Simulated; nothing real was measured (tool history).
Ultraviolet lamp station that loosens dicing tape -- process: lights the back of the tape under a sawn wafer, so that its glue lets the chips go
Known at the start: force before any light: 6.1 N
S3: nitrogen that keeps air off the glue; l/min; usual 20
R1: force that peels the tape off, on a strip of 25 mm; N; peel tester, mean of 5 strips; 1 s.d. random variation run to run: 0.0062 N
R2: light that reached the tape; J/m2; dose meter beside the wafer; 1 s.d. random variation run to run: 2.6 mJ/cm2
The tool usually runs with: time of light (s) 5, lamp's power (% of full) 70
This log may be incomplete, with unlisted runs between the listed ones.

run 1 hour=0.0 | time_of_light_(s)=5 lamp's_power_(%_of_full)=70 S3=20 | R1=0.291 R2=2850
run 2 hour=25.0 | time_of_light_(s)=5 lamp's_power_(%_of_full)=70 S3=20 | R1=0.292 R2=2780
run 3 hour=60.6 | time_of_light_(s)=5 lamp's_power_(%_of_full)=70 S3=20 | R1=0.314 R2=2760
run 4 hour=94.2 | time_of_light_(s)=5 lamp's_power_(%_of_full)=70 S3=20 | R1=0.330 R2=2740
run 5 hour=123.4 | time_of_light_(s)=5 lamp's_power_(%_of_full)=66 S3=20 | R1=0.377 R2=2530
run 6 hour=150.1 | time_of_light_(s)=5 lamp's_power_(%_of_full)=66 S3=20 | R1=0.385 R2=2530
run 7 hour=174.4 | time_of_light_(s)=5 lamp's_power_(%_of_full)=66 S3=20 | R1=0.392 R2=2490
run 8 hour=197.4 | time_of_light_(s)=2 lamp's_power_(%_of_full)=66 S3=20 | R1=1.915 R2=980
run 9 hour=222.7 | time_of_light_(s)=2 lamp's_power_(%_of_full)=66 S3=20 | R1=2.029 R2=990

Estimate the outcome of run 10 from the log above:
run 10 hour=256.3 | time_of_light_(s)=5 lamp's_power_(%_of_full)=66 S3=20 | R1=? R2=?

Logged for run 10: R1 0.419 N, R2 2420 J/m2.
Minus the tool's unlogged condition, the same run would have read R1 0.209 N, R2 3210 J/m2.
